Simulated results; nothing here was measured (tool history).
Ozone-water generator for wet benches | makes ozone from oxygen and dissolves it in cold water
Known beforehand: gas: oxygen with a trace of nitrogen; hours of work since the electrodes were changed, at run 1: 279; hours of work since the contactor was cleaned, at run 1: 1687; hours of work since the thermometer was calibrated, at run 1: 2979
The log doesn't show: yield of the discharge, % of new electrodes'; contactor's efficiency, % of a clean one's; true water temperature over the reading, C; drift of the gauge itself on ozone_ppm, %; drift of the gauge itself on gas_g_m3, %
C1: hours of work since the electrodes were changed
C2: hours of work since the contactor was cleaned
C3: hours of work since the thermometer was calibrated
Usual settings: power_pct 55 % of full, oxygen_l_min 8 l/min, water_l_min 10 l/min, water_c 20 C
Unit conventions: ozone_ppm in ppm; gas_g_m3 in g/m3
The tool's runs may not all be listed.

{"run": 1, "hour": 0.0, "power_pct": 55, "oxygen_l_min": 8, "water_l_min": 10, "water_c": 20, "C1": 279, "C2": 1687, "C3": 2979, "ozone_ppm": 17.7, "gas_g_m3": 127.2}
{"run": 2, "hour": 60.9, "power_pct": 55, "oxygen_l_min": 8, "water_l_min": 10, "water_c": 20, "C1": 333, "C2": 1741, "C3": 3033, "ozone_ppm": 17.5, "gas_g_m3": 131.2}
{"run": 3, "hour": 137.0, "power_pct": 55, "oxygen_l_min": 8, "water_l_min": 10, "water_c": 20, "C1": 400, "C2": 1809, "C3": 3101, "ozone_ppm": 17.5, "gas_g_m3": 131.2}
{"run": 4, "hour": 188.3, "power_pct": 55, "oxygen_l_min": 8, "water_l_min": 10, "water_c": 20, "C1": 446, "C2": 1854, "C3": 3146, "ozone_ppm": 17.7, "gas_g_m3": 130.7}
{"run": 5, "hour": 236.0, "power_pct": 55, "oxygen_l_min": 6.69, "water_l_min": 10, "water_c": 20, "C1": 488, "C2": 1896, "C3": 3188, "ozone_ppm": 17.7, "gas_g_m3": 139.2}
{"hour": 286.1, "done": "water thermometer calibrated"}
{"run": 6, "hour": 296.9, "power_pct": 55, "oxygen_l_min": 6.69, "water_l_min": 10, "water_c": 20, "C1": 542, "C2": 1950, "C3": 10, "ozone_ppm": 17.5, "gas_g_m3": 138.7}
{"run": 7, "hour": 380.5, "power_pct": 55, "oxygen_l_min": 6.69, "water_l_min": 10, "water_c": 20, "C1": 616, "C2": 2024, "C3": 84, "ozone_ppm": 17.8, "gas_g_m3": 138.5}
{"run": 8, "hour": 439.3, "power_pct": 55, "oxygen_l_min": 6.69, "water_l_min": 10, "water_c": 20, "C1": 668, "C2": 2076, "C3": 136, "ozone_ppm": 17.6, "gas_g_m3": 138.2}
{"hour": 482.4, "done": "water thermometer calibrated, once more"}
{"run": 9, "hour": 515.7, "power_pct": 55, "oxygen_l_min": 4.6, "water_l_min": 10, "water_c": 20, "C1": 735, "C2": 2143, "C3": 29, "ozone_ppm": 17.8, "gas_g_m3": 158.9}
{"run": 10, "hour": 595.4, "power_pct": 55, "oxygen_l_min": 4.6, "water_l_min": 10, "water_c": 20, "C1": 806, "C2": 2214, "C3": 100, "ozone_ppm": 17.9, "gas_g_m3": 158.9}
{"run": 11, "hour": 680.4, "power_pct": 55, "oxygen_l_min": 8, "water_l_min": 15, "water_c": 20, "C1": 881, "C2": 2289, "C3": 175, "ozone_ppm": 13.4, "gas_g_m3": 129.4}
{"run": 12, "hour": 737.0, "power_pct": 55, "oxygen_l_min": 8, "water_l_min": 15, "water_c": 20, "C1": 931, "C2": 2339, "C3": 225, "ozone_ppm": 13.3, "gas_g_m3": 128.3}
{"run": 13, "hour": 813.0, "power_pct": 55, "oxygen_l_min": 8, "water_l_min": 10, "water_c": 20, "C1": 998, "C2": 2406, "C3": 293, "ozone_ppm": 17.4, "gas_g_m3": 129.5}
{"run": 14, "hour": 904.0, "power_pct": 55, "oxygen_l_min": 8, "water_l_min": 10, "water_c": 20, "C1": 1079, "C2": 2487, "C3": 373, "ozone_ppm": 17.5, "gas_g_m3": 129.8}
{"run": 15, "hour": 965.2, "power_pct": 55, "oxygen_l_min": 8, "water_l_min": 10, "water_c": 20, "C1": 1133, "C2": 2541, "C3": 427, "ozone_ppm": 17.5, "gas_g_m3": 129.6}
{"run": 16, "hour": 1039.5, "power_pct": 64, "oxygen_l_min": 8, "water_l_min": 10, "water_c": 20, "C1": 1199, "C2": 2607, "C3": 493, "ozone_ppm": 19.1, "gas_g_m3": 141.4}
{"run": 17, "hour": 1097.9, "power_pct": 87, "oxygen_l_min": 8, "water_l_min": 10, "water_c": 20, "C1": 1250, "C2": 2659, "C3": 545, "ozone_ppm": 21.9, "gas_g_m3": 162.8}
{"run": 18, "hour": 1142.2, "power_pct": 47, "oxygen_l_min": 4.82, "water_l_min": 10, "water_c": 24, "C1": 1290, "C2": 2698, "C3": 584, "ozone_ppm": 14.9, "gas_g_m3": 142.6}
{"run": 19, "hour": 1218.3, "power_pct": 47, "oxygen_l_min": 4.82, "water_l_min": 10, "water_c": 24, "C1": 1357, "C2": 2765, "C3": 652, "ozone_ppm": 15, "gas_g_m3": 141.7}
{"run": 20, "hour": 1264.6, "power_pct": 42, "oxygen_l_min": 5.45, "water_l_min": 9, "water_c": 15, "C1": 1398, "C2": 2806, "C3": 693, "ozone_ppm": 18.3, "gas_g_m3": 128.6}
{"run": 21, "hour": 1303.5, "power_pct": 56, "oxygen_l_min": 8, "water_l_min": 10, "water_c": 20, "C1": 1432, "C2": 2841, "C3": 727, "ozone_ppm": 17.4, "gas_g_m3": 127.9}
{"run": 22, "hour": 1368.9, "power_pct": 85, "oxygen_l_min": 7.54, "water_l_min": 6, "water_c": 20, "C1": 1490, "C2": 2899, "C3": 785, "ozone_ppm": 28.3, "gas_g_m3": 165}
{"run": 23, "hour": 1420.8, "power_pct": 85, "oxygen_l_min": 7.54, "water_l_min": 6, "water_c": 20, "C1": 1536, "C2": 2945, "C3": 831, "ozone_ppm": 28.2, "gas_g_m3": 165.3}
{"run": 24, "hour": 1492.6, "power_pct": 85, "oxygen_l_min": 7.54, "water_l_min": 6, "water_c": 20, "C1": 1600, "C2": 3008, "C3": 894, "ozone_ppm": 28.2, "gas_g_m3": 165}
{"run": 25, "hour": 1535.0, "power_pct": 75, "oxygen_l_min": 8, "water_l_min": 10, "water_c": 19, "C1": 1637, "C2": 3046, "C3": 932, "ozone_ppm": 20.3, "gas_g_m3": 149.4}
{"run": 26, "hour": 1620.3, "power_pct": 75, "oxygen_l_min": 8, "water_l_min": 10, "water_c": 19, "C1": 1713, "C2": 3121, "C3": 1008, "ozone_ppm": 20.6, "gas_g_m3": 151}
{"run": 27, "hour": 1676.8, "power_pct": 75, "oxygen_l_min": 8, "water_l_min": 10, "water_c": 19, "C1": 1763, "C2": 3171, "C3": 1058, "ozone_ppm": 20.2, "gas_g_m3": 149.3}
{"run": 28, "hour": 1760.9, "power_pct": 75, "oxygen_l_min": 8, "water_l_min": 10, "water_c": 19, "C1": 1837, "C2": 3246, "C3": 1132, "ozone_ppm": 20.4, "gas_g_m3": 150.2}
{"run": 29, "hour": 1848.7, "power_pct": 75, "oxygen_l_min": 5.54, "water_l_min": 10, "water_c": 14, "C1": 1915, "C2": 3324, "C3": 1210, "ozone_ppm": 22.8, "gas_g_m3": 170}
{"run": 30, "hour": 1889.6, "power_pct": 55, "oxygen_l_min": 5.52, "water_l_min": 15, "water_c": 13, "C1": 1951, "C2": 3360, "C3": 1246, "ozone_ppm": 14.3, "gas_g_m3": 145.1}
{"run": 31, "hour": 1953.3, "power_pct": 55, "oxygen_l_min": 12.65, "water_l_min": 13, "water_c": 13, "C1": 2008, "C2": 3416, "C3": 1302, "ozone_ppm": 16.7, "gas_g_m3": 106.4}
{"run": 32, "hour": 2022.8, "power_pct": 55, "oxygen_l_min": 12.65, "water_l_min": 8, "water_c": 13, "C1": 2069, "C2": 3478, "C3": 1364, "ozone_ppm": 21.1, "gas_g_m3": 107}

What if the next run were any one of these 4? Each begins from the tool's condition after run 32:
{"run": "A", "hour": 2095.6, "power_pct": 55, "oxygen_l_min": 7.85, "water_l_min": 7, "water_c": 20, "C1": 2134, "C2": 3542, "C3": 1428, "ozone_ppm": "?", "gas_g_m3": "?"}
{"run": "B", "hour": 2095.6, "power_pct": 55, "oxygen_l_min": 7.11, "water_l_min": 10, "water_c": 20, "C1": 2134, "C2": 3542, "C3": 1428, "ozone_ppm": "?", "gas_g_m3": "?"}
{"run": "C", "hour": 2095.6, "power_pct": 42, "oxygen_l_min": 12.65, "water_l_min": 8, "water_c": 14, "C1": 2134, "C2": 3542, "C3": 1428, "ozone_ppm": "?", "gas_g_m3": "?"}
{"run": "D", "hour": 2095.6, "power_pct": 57, "oxygen_l_min": 12.65, "water_l_min": 11, "water_c": 13, "C1": 2134, "C2": 3542, "C3": 1428, "ozone_ppm": "?", "gas_g_m3": "?"}

run=A ozone_ppm=20.5 gas_g_m3=128.6
run=B ozone_ppm=17 gas_g_m3=131.7
run=C ozone_ppm=18.2 gas_g_m3=93.8
run=D ozone_ppm=18.1 gas_g_m3=108.9
With the hidden condition removed and each run's random variation left untouched, the same runs would have given:
run=A ozone_ppm=21.8 gas_g_m3=133.2
run=B ozone_ppm=18.2 gas_g_m3=136.4
run=C ozone_ppm=19.3 gas_g_m3=96.5
run=D ozone_ppm=19.3 gas_g_m3=112.8
